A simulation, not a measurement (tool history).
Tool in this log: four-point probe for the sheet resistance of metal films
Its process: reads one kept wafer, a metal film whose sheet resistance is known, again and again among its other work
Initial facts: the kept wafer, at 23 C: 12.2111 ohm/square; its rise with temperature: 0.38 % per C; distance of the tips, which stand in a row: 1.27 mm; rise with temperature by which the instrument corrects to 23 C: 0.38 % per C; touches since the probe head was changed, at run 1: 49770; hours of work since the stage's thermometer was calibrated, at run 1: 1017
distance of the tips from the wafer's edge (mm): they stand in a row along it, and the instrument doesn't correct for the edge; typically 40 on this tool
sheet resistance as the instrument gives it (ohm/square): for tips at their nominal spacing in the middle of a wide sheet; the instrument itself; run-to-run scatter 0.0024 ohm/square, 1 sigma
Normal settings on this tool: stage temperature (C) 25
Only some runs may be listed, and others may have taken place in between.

run,day,stage temperature (C),distance of the tips from the wafer's edge (mm),touches since the probe head was changed,hours of work since the stage's thermometer was calibrated,sheet resistance as the instrument gives it (ohm/square)
1,0.000,25,40,49770,1017,12.077109
2,0.679,25,40,50799,1029,12.071615
3,1.967,25,40,52750,1053,12.070997
4,2.692,25,40,53850,1066,12.064721
5,3.771,25,40,55490,1086,12.063462
6,4.621,25,40,56779,1101,12.059039
7,5.354,25,40,57886,1114,12.058517
8,6.408,25,40,59488,1134,12.054867
9,7.804,25,40,61605,1159,12.050063
10,8.375,31,40,62473,1170,12.049859
11,9.550,22,40,64253,1191,12.038518
12,10.408,20,40,65554,1207,12.032118
13,11.529,25,4,67256,1228,12.643208
14,12.538,25,4,68780,1246,12.639469
15,13.754,25,4,70627,1268,12.638460
16,15.021,25,4,72548,1291,12.629435
# day 15.446: new probe head fitted
17,16.162,25,4,1084,1311,12.808473
18,17.358,25,4,2900,1333,12.802065
19,18.150,25,40,4100,1348,12.182353
# day 18.996: stage's thermometer calibrated
20,19.075,25,40,5470,1,12.192499
21,20.283,25,40,7305,24,12.192850
22,21.525,25,40,9186,46,12.183368
23,22.388,25,40,10494,62,12.184229
24,23.567,26,58,12281,84,12.180610
25,24.371,26,58,13505,98,12.173715
26,25.529,22,20,15260,120,12.185234
27,26.646,23,6,16954,140,12.447991
28,27.871,30,15,18809,162,12.208859
29,29.125,30,15,20713,185,12.202230
30,29.817,28,6,21764,198,12.439195
31,30.496,28,6,22794,210,12.431401
32,31.592,28,13,24456,230,12.207093
33,32.850,29,40,26359,253,12.150532
34,34.208,24,5,28422,278,12.537881
35,35.500,21,16,30377,302,12.163403
36,36.583,33,9,32025,322,12.260639
37,37.208,33,9,32973,333,12.254920
38,38.158,21,3,34408,351,13.168408
39,39.004,25,29,35695,366,12.121286
40,40.358,25,29,37748,391,12.123033
41,41.354,25,18,39256,409,12.137510
42,42.308,25,18,40703,426,12.126703
43,43.388,25,18,42342,446,12.128732
44,44.679,25,18,44301,470,12.127227

Predict each of these 5 candidate next runs independently; none follows another, all start after run 44:
A,45.633,32,22,45748,487,?
B,45.633,25,4,45748,487,?
C,45.633,25,6,45748,487,?
D,45.633,34,13,45748,487,?
E,45.633,28,40,45748,487,?

run,sheet resistance as the instrument gives it (ohm/square)
A,12.117189
B,12.711370
C,12.378107
D,12.156409
E,12.096790
Without the tool's unlogged condition, the same runs would have read:
run,sheet resistance as the instrument gives it (ohm/square)
A,12.240603
B,12.840535
C,12.504163
D,12.280141
E,12.220111
